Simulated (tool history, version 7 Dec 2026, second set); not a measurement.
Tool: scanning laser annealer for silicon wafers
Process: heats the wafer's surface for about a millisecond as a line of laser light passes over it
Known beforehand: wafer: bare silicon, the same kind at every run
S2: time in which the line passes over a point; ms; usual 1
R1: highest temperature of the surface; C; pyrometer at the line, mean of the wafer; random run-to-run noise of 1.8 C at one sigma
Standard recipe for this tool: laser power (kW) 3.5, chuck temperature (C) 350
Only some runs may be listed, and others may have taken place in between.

run 1 hour=0 | laser_power_(kW)=3.5 S2=1 chuck_temperature_(C)=350 | R1=1038
run 2 hour=33.8 | laser_power_(kW)=3.5 S2=1 chuck_temperature_(C)=350 | R1=1037
run 3 hour=62.3 | laser_power_(kW)=3.5 S2=1 chuck_temperature_(C)=324 | R1=1008
run 4 hour=95.3 | laser_power_(kW)=3.5 S2=1 chuck_temperature_(C)=316 | R1=1003
run 5 hour=123.3 | laser_power_(kW)=3.5 S2=1 chuck_temperature_(C)=344 | R1=1027
run 6 hour=138.8 | laser_power_(kW)=3.5 S2=1 chuck_temperature_(C)=344 | R1=1027
run 7 hour=154.2 | laser_power_(kW)=3.5 S2=1 chuck_temperature_(C)=344 | R1=1027
run 8 hour=185.8 | laser_power_(kW)=3.5 S2=1 chuck_temperature_(C)=320 | R1=1001
run 9 hour=217.9 | laser_power_(kW)=3.496 S2=1 chuck_temperature_(C)=350 | R1=1027
run 10 hour=241.7 | laser_power_(kW)=3.5 S2=1 chuck_temperature_(C)=378 | R1=1058
run 11 hour=267.7 | laser_power_(kW)=3.5 S2=1 chuck_temperature_(C)=378 | R1=1056
run 12 hour=294.7 | laser_power_(kW)=3.5 S2=1 chuck_temperature_(C)=378 | R1=1053
run 13 hour=328.4 | laser_power_(kW)=3.5 S2=1 chuck_temperature_(C)=378 | R1=1056
-- hour=335.5 optics aligned, line set to its width
run 14 hour=364.1 | laser_power_(kW)=3.674 S2=1 chuck_temperature_(C)=350 | R1=1063
run 15 hour=380.5 | laser_power_(kW)=3.674 S2=1 chuck_temperature_(C)=350 | R1=1065
run 16 hour=408.3 | laser_power_(kW)=3.5 S2=0.72 chuck_temperature_(C)=350 | R1=924
run 17 hour=442.2 | laser_power_(kW)=3.5 S2=0.72 chuck_temperature_(C)=350 | R1=923
-- hour=472.9 optics aligned, line set to its width, once more
run 18 hour=476 | laser_power_(kW)=3.5 S2=0.72 chuck_temperature_(C)=350 | R1=934
run 19 hour=495.4 | laser_power_(kW)=3.5 S2=0.72 chuck_temperature_(C)=350 | R1=930
run 20 hour=511.7 | laser_power_(kW)=3.5 S2=1 chuck_temperature_(C)=350 | R1=1030
run 21 hour=546.3 | laser_power_(kW)=3.239 S2=1 chuck_temperature_(C)=360 | R1=973
run 22 hour=578.1 | laser_power_(kW)=3.163 S2=1.06 chuck_temperature_(C)=386 | R1=995
run 23 hour=606.9 | laser_power_(kW)=3.5 S2=1 chuck_temperature_(C)=340 | R1=1014
run 24 hour=633.9 | laser_power_(kW)=3.785 S2=0.75 chuck_temperature_(C)=381 | R1=1036
run 25 hour=668.4 | laser_power_(kW)=3.5 S2=1 chuck_temperature_(C)=387 | R1=1058
run 26 hour=686.8 | laser_power_(kW)=3.5 S2=1 chuck_temperature_(C)=387 | R1=1061
run 27 hour=722.4 | laser_power_(kW)=3.465 S2=1 chuck_temperature_(C)=346 | R1=1007
run 28 hour=750.4 | laser_power_(kW)=3.5 S2=0.94 chuck_temperature_(C)=321 | R1=973
-- hour=769 window over the wafer cleaned
run 29 hour=780.7 | laser_power_(kW)=3.207 S2=1 chuck_temperature_(C)=377 | R1=1023
run 30 hour=814 | laser_power_(kW)=3.5 S2=1.03 chuck_temperature_(C)=322 | R1=1057
run 31 hour=840.4 | laser_power_(kW)=3.5 S2=1.03 chuck_temperature_(C)=322 | R1=1057
run 32 hour=876.3 | laser_power_(kW)=3.539 S2=0.95 chuck_temperature_(C)=352 | R1=1070
run 33 hour=892.1 | laser_power_(kW)=3.5 S2=0.91 chuck_temperature_(C)=374 | R1=1065
run 34 hour=924.6 | laser_power_(kW)=3.5 S2=0.91 chuck_temperature_(C)=374 | R1=1066
run 35 hour=958.9 | laser_power_(kW)=3.755 S2=1.23 chuck_temperature_(C)=350 | R1=1216
run 36 hour=990.8 | laser_power_(kW)=3.755 S2=1.23 chuck_temperature_(C)=350 | R1=1213
run 37 hour=1008.4 | laser_power_(kW)=3.755 S2=1.23 chuck_temperature_(C)=350 | R1=1212
run 38 hour=1044.2 | laser_power_(kW)=3.108 S2=1 chuck_temperature_(C)=350 | R1=965
run 39 hour=1061 | laser_power_(kW)=3.108 S2=1 chuck_temperature_(C)=350 | R1=963
run 40 hour=1091.3 | laser_power_(kW)=3.108 S2=1 chuck_temperature_(C)=350 | R1=963

Below, each run's measurement less what the same run would have read without the hidden state. Both values contain the same run-to-run variation, but the gauge's scatter may not be the same in both:
Unlogged tool condition in this case: light that passes the window, % of a clean one's; laser's true power over the reading, %; width of the line over the set one, %; drift of the gauge itself on peak_c, C.
run=1 R1=-43
run=2 R1=-44
run=3 R1=-45
run=4 R1=-46
run=5 R1=-46
run=6 R1=-47
run=7 R1=-47
run=8 R1=-48
run=9 R1=-49
run=10 R1=-50
run=11 R1=-51
run=12 R1=-52
run=13 R1=-53
run=14 R1=-61
run=15 R1=-62
run=16 R1=-51
run=17 R1=-51
run=18 R1=-43
run=19 R1=-44
run=20 R1=-52
run=21 R1=-48
run=22 R1=-49
run=23 R1=-55
run=24 R1=-54
run=25 R1=-57
run=26 R1=-57
run=27 R1=-58
run=28 R1=-57
run=29 R1=-5
run=30 R1=-6
run=31 R1=-7
run=32 R1=-7
run=33 R1=-8
run=34 R1=-9
run=35 R1=-13
run=36 R1=-14
run=37 R1=-14
run=38 R1=-11
run=39 R1=-12
run=40 R1=-12
